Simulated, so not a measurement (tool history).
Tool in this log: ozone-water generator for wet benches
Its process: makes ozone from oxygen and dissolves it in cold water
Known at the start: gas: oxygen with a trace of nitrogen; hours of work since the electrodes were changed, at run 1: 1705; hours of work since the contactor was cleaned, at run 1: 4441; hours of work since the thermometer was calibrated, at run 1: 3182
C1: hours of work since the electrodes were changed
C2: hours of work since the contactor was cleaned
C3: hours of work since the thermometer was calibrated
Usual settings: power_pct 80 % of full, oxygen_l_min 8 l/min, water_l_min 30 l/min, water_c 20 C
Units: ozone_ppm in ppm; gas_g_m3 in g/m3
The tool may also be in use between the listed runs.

{"run": 1, "hour": 0.0, "power_pct": 80, "oxygen_l_min": 8, "water_l_min": 30, "water_c": 20, "C1": 1705, "C2": 4441, "C3": 3182, "ozone_ppm": 22.5, "gas_g_m3": 242}
{"run": 2, "hour": 29.4, "power_pct": 80, "oxygen_l_min": 8, "water_l_min": 30, "water_c": 20, "C1": 1728, "C2": 4464, "C3": 3205, "ozone_ppm": 23.3, "gas_g_m3": 241.6}
{"run": 3, "hour": 76.7, "power_pct": 80, "oxygen_l_min": 8, "water_l_min": 30, "water_c": 20, "C1": 1765, "C2": 4501, "C3": 3242, "ozone_ppm": 22.7, "gas_g_m3": 241.7}
{"run": 4, "hour": 121.3, "power_pct": 80, "oxygen_l_min": 8, "water_l_min": 40, "water_c": 20, "C1": 1800, "C2": 4536, "C3": 3277, "ozone_ppm": 17, "gas_g_m3": 241.7}
{"run": 5, "hour": 187.1, "power_pct": 80, "oxygen_l_min": 8, "water_l_min": 30, "water_c": 20, "C1": 1852, "C2": 4588, "C3": 3329, "ozone_ppm": 22.6, "gas_g_m3": 247.3}
{"run": 6, "hour": 227.6, "power_pct": 80, "oxygen_l_min": 8, "water_l_min": 30, "water_c": 20, "C1": 1884, "C2": 4620, "C3": 3361, "ozone_ppm": 22.9, "gas_g_m3": 245.6}
{"run": 7, "hour": 267.1, "power_pct": 80, "oxygen_l_min": 8, "water_l_min": 30, "water_c": 20, "C1": 1915, "C2": 4651, "C3": 3392, "ozone_ppm": 22.5, "gas_g_m3": 242.6}
{"run": 8, "hour": 302.8, "power_pct": 80, "oxygen_l_min": 8, "water_l_min": 30, "water_c": 20, "C1": 1943, "C2": 4679, "C3": 3420, "ozone_ppm": 22.6, "gas_g_m3": 242.8}
{"run": 9, "hour": 355.7, "power_pct": 80, "oxygen_l_min": 6.52, "water_l_min": 30, "water_c": 20, "C1": 1985, "C2": 4721, "C3": 3462, "ozone_ppm": 21.8, "gas_g_m3": 260.8}
{"run": 10, "hour": 394.4, "power_pct": 80, "oxygen_l_min": 6.52, "water_l_min": 30, "water_c": 20, "C1": 2015, "C2": 4751, "C3": 3492, "ozone_ppm": 22.1, "gas_g_m3": 261.4}
{"run": 11, "hour": 432.5, "power_pct": 80, "oxygen_l_min": 6.52, "water_l_min": 30, "water_c": 20, "C1": 2045, "C2": 4781, "C3": 3522, "ozone_ppm": 21.8, "gas_g_m3": 262.9}
{"run": 12, "hour": 488.9, "power_pct": 80, "oxygen_l_min": 6.52, "water_l_min": 30, "water_c": 20, "C1": 2090, "C2": 4826, "C3": 3567, "ozone_ppm": 22.1, "gas_g_m3": 265.3}
{"run": 13, "hour": 538.3, "power_pct": 80, "oxygen_l_min": 8, "water_l_min": 30, "water_c": 24, "C1": 2128, "C2": 4865, "C3": 3605, "ozone_ppm": 21.2, "gas_g_m3": 247.4}
{"run": 14, "hour": 571.4, "power_pct": 80, "oxygen_l_min": 8, "water_l_min": 30, "water_c": 20, "C1": 2154, "C2": 4891, "C3": 3632, "ozone_ppm": 23, "gas_g_m3": 245.9}
{"run": 15, "hour": 624.5, "power_pct": 48, "oxygen_l_min": 8, "water_l_min": 30, "water_c": 20, "C1": 2196, "C2": 4933, "C3": 3673, "ozone_ppm": 16.9, "gas_g_m3": 183.5}
{"run": 16, "hour": 680.0, "power_pct": 80, "oxygen_l_min": 8, "water_l_min": 24, "water_c": 20, "C1": 2240, "C2": 4976, "C3": 3717, "ozone_ppm": 27.4, "gas_g_m3": 246.9}
{"run": 17, "hour": 717.8, "power_pct": 48, "oxygen_l_min": 8, "water_l_min": 42, "water_c": 20, "C1": 2270, "C2": 5006, "C3": 3747, "ozone_ppm": 12, "gas_g_m3": 184.7}
{"run": 18, "hour": 785.3, "power_pct": 69, "oxygen_l_min": 5.79, "water_l_min": 47, "water_c": 25, "C1": 2323, "C2": 5059, "C3": 3800, "ozone_ppm": 11.1, "gas_g_m3": 253}
{"run": 19, "hour": 839.3, "power_pct": 69, "oxygen_l_min": 5.79, "water_l_min": 47, "water_c": 25, "C1": 2365, "C2": 5102, "C3": 3842, "ozone_ppm": 11.5, "gas_g_m3": 256.5}
{"run": 20, "hour": 877.1, "power_pct": 69, "oxygen_l_min": 5.79, "water_l_min": 47, "water_c": 25, "C1": 2395, "C2": 5132, "C3": 3872, "ozone_ppm": 11.1, "gas_g_m3": 254.2}
{"hour": 898.0, "done": "water thermometer calibrated"}
{"run": 21, "hour": 930.1, "power_pct": 69, "oxygen_l_min": 5.79, "water_l_min": 47, "water_c": 25, "C1": 2437, "C2": 5173, "C3": 25, "ozone_ppm": 11.3, "gas_g_m3": 255.2}
{"run": 22, "hour": 965.3, "power_pct": 44, "oxygen_l_min": 4.18, "water_l_min": 21, "water_c": 20, "C1": 2464, "C2": 5201, "C3": 53, "ozone_ppm": 19.6, "gas_g_m3": 219.4}
{"run": 23, "hour": 1007.3, "power_pct": 44, "oxygen_l_min": 4.18, "water_l_min": 21, "water_c": 20, "C1": 2497, "C2": 5234, "C3": 86, "ozone_ppm": 20, "gas_g_m3": 218.2}
{"run": 24, "hour": 1043.7, "power_pct": 44, "oxygen_l_min": 4.18, "water_l_min": 21, "water_c": 20, "C1": 2526, "C2": 5262, "C3": 115, "ozone_ppm": 19.8, "gas_g_m3": 222}
{"run": 25, "hour": 1087.0, "power_pct": 43, "oxygen_l_min": 4.18, "water_l_min": 21, "water_c": 17, "C1": 2560, "C2": 5297, "C3": 149, "ozone_ppm": 20.2, "gas_g_m3": 218.1}
{"run": 26, "hour": 1143.7, "power_pct": 43, "oxygen_l_min": 4.18, "water_l_min": 21, "water_c": 17, "C1": 2605, "C2": 5341, "C3": 193, "ozone_ppm": 20, "gas_g_m3": 217.6}
{"run": 27, "hour": 1182.7, "power_pct": 43, "oxygen_l_min": 4.18, "water_l_min": 21, "water_c": 17, "C1": 2636, "C2": 5372, "C3": 224, "ozone_ppm": 20.5, "gas_g_m3": 216.1}
{"run": 28, "hour": 1243.7, "power_pct": 55, "oxygen_l_min": 4.06, "water_l_min": 30, "water_c": 20, "C1": 2684, "C2": 5420, "C3": 272, "ozone_ppm": 15.5, "gas_g_m3": 255.8}
{"run": 29, "hour": 1286.9, "power_pct": 80, "oxygen_l_min": 5.49, "water_l_min": 30, "water_c": 20, "C1": 2718, "C2": 5454, "C3": 306, "ozone_ppm": 21, "gas_g_m3": 283.6}
{"hour": 1302.2, "done": "gauge calibrated"}
{"run": 30, "hour": 1343.6, "power_pct": 80, "oxygen_l_min": 5.49, "water_l_min": 30, "water_c": 20, "C1": 2762, "C2": 5499, "C3": 351, "ozone_ppm": 21.1, "gas_g_m3": 275.9}
{"run": 31, "hour": 1377.0, "power_pct": 80, "oxygen_l_min": 5.49, "water_l_min": 30, "water_c": 20, "C1": 2789, "C2": 5525, "C3": 377, "ozone_ppm": 20.9, "gas_g_m3": 277.2}
{"run": 32, "hour": 1422.0, "power_pct": 80, "oxygen_l_min": 11.25, "water_l_min": 30, "water_c": 14, "C1": 2824, "C2": 5560, "C3": 413, "ozone_ppm": 26.3, "gas_g_m3": 214.3}

Predict each of these 5 candidate next runs independently; none follows another, all start after run 32:
{"run": "A", "hour": 1470.5, "power_pct": 80, "oxygen_l_min": 11.25, "water_l_min": 30, "water_c": 23, "C1": 2862, "C2": 5598, "C3": 451, "ozone_ppm": "?", "gas_g_m3": "?"}
{"run": "B", "hour": 1470.5, "power_pct": 87, "oxygen_l_min": 11.25, "water_l_min": 30, "water_c": 23, "C1": 2862, "C2": 5598, "C3": 451, "ozone_ppm": "?", "gas_g_m3": "?"}
{"run": "C", "hour": 1470.5, "power_pct": 80, "oxygen_l_min": 8.95, "water_l_min": 30, "water_c": 13, "C1": 2862, "C2": 5598, "C3": 451, "ozone_ppm": "?", "gas_g_m3": "?"}
{"run": "D", "hour": 1470.5, "power_pct": 65, "oxygen_l_min": 6.59, "water_l_min": 30, "water_c": 15, "C1": 2862, "C2": 5598, "C3": 451, "ozone_ppm": "?", "gas_g_m3": "?"}
{"run": "E", "hour": 1470.5, "power_pct": 80, "oxygen_l_min": 11.16, "water_l_min": 30, "water_c": 14, "C1": 2862, "C2": 5598, "C3": 451, "ozone_ppm": "?", "gas_g_m3": "?"}

run=A ozone_ppm=22.3 gas_g_m3=216.5
run=B ozone_ppm=23.6 gas_g_m3=226.7
run=C ozone_ppm=26 gas_g_m3=233.4
run=D ozone_ppm=21 gas_g_m3=231.2
run=E ozone_ppm=26.4 gas_g_m3=215.8
Without the tool's unlogged condition, the same runs would have read:
run=A ozone_ppm=22.3 gas_g_m3=215.9
run=B ozone_ppm=23.6 gas_g_m3=226.1
run=C ozone_ppm=26 gas_g_m3=232.7
run=D ozone_ppm=21.1 gas_g_m3=230.5
run=E ozone_ppm=26.4 gas_g_m3=215.2
